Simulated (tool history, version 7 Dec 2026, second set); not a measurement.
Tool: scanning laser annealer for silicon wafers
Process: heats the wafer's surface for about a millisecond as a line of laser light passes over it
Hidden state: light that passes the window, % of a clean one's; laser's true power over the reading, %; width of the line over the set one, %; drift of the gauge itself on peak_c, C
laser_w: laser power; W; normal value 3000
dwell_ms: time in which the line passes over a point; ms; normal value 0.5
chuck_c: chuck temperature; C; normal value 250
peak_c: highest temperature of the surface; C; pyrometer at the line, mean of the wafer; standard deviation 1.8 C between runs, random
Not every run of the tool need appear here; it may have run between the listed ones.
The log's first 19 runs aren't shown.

run   hour  laser_w  dwell_ms  chuck_c  hours of work since the window was cleaned  hours of work since the power meter was calibrated  hours of work since the optics were aligned  peak_c
 20  287.4     3000       0.5      250                                         709                                                 307                                         1037    1043
       292  -- laser's power meter calibrated
 21  301.9     3111     0.352      250                                         717                                                   7                                         1045     930
 22  315.5     3166     0.503      250                                         726                                                  16                                         1055    1102
 23  327.1     3166     0.503      250                                         734                                                  24                                         1063    1099
 24  336.5     3002     0.503      250                                         741                                                  31                                         1070    1047
 25  353.9     2716     0.519      279                                         753                                                  43                                         1082     991
 26  368.3     2669     0.353      237                                         763                                                  53                                         1092     799
 27    386     2669     0.508      266                                         775                                                  66                                         1104     956
 28  400.3     3020     0.551      253                                         785                                                  76                                         1114    1094
     405.9  -- laser's power meter calibrated, once more
 29  419.5     3000       0.5      248                                         797                                                   9                                         1125    1033
 30  434.2     2803      0.47      232                                         807                                                  20                                         1136     928
     442.3  -- optics aligned, line set to its width
     448.9  -- window over the wafer cleaned
 31  454.5     2970      0.61      225                                           4                                                  29                                            7    1127
 32  471.7     3049     0.391      250                                          16                                                  41                                           19     971
 33  486.1     2656     0.352      214                                          26                                                  51                                           29     791
 34    496     2910     0.442      230                                          33                                                  58                                           36     959
 35  514.6     2932     0.442      281                                          46                                                  71                                           49    1020
 36  529.2     2932     0.442      281                                          56                                                  81                                           59    1020
 37  548.8     2932     0.442      281                                          70                                                  95                                           73    1021
 38  558.2     2985     0.594      229                                          76                                                 101                                           79    1120
 39  573.8     2985     0.594      229                                          87                                                 112                                           90    1121
 40  582.3     2985     0.594      229                                          93                                                 118                                           96    1121

Consider 5 possible next runs. They are alternatives, not a sequence: every one starts from the tool as it was left by run 40. What does each give?
  A  601.1     3068     0.548      242                                         106                                                 131                                          109       ?
  B  601.1     3131     0.503      234                                         106                                                 131                                          109       ?
  C  601.1     3034     0.594      265                                         106                                                 131                                          109       ?
  D  601.1     2735       0.5      250                                         106                                                 131                                          109       ?
  E  601.1     2988     0.539      288                                         106                                                 131                                          109       ?

run  peak_c
  A    1122
  B    1094
  C    1171
  D     971
  E    1132
With no hidden state in the tool, these same runs would have given:
run  peak_c
  A    1130
  B    1102
  C    1179
  D     978
  E    1139
